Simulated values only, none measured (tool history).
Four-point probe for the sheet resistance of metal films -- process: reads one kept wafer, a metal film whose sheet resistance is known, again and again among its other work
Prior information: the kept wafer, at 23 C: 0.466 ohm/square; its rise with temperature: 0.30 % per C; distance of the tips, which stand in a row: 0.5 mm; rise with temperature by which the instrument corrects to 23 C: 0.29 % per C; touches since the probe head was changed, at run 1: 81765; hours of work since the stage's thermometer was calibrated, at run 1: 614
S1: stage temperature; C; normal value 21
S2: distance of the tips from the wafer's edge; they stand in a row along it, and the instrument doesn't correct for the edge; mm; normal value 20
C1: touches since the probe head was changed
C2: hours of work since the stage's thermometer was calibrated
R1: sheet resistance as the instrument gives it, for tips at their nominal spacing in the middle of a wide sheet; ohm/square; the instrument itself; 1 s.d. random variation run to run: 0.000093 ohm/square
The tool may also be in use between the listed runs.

run    hour  S1  S2      C1    C2        R1
  1       0  21  20   81765   614  0.465855
  2    93.4  21  20   85706   687  0.465827
  3   200.3  19  20   90217   771  0.465517
  4   248.4  21  20   92244   809  0.465575
  5     321  21  20   95307   866  0.465761
  6   398.8  21  20   98588   927   0.46541
  7   469.8  21  20  101586   982  0.465592
  8   520.7  21  20  103733  1022  0.465535
  9   603.3  21  25  107216  1087  0.465291
      614.6  -- stage's thermometer calibrated
 10   714.5  21  25  111888    78  0.465128
 11   781.3  21  25  114702   131    0.4652
 12   849.6  21  25  117584   184  0.465169
 13   924.1  30  63  120730   243  0.465477
 14   978.8  22  35  123034   286  0.465261
 15  1046.8  25  35  125904   339  0.465054
 16  1133.1  21  38  129547   407  0.464946
 17  1190.9  21  38  131982   452  0.465013
     1262.2  -- stage's thermometer calibrated, once more
 18  1283.6  28  56  135874    17  0.464559
 19  1357.6  34   3  138995    75  0.471665
 20  1473.5  20   6  143883   166  0.465921
 21  1549.7  21  11  147099   226  0.464612
 22  1621.3  23  16  150121   282  0.464352
 23  1720.7  20  12  154313   360  0.464342
 24  1820.4  20  38  158519   438  0.464121

Below are 3 alternative next runs, each starting from the tool's condition after run 24. Predict each:
  A  1890.5  35  38  161477  493   ?
  B  1890.5  21  27  161477  493   ?
  C  1890.5  23  13  161477  493   ?

run        R1
  A  0.464732
  B  0.464145
  C  0.464373
Had the tool no hidden state, the same runs would have come out as:
run        R1
  A  0.466725
  B  0.466132
  C  0.466361
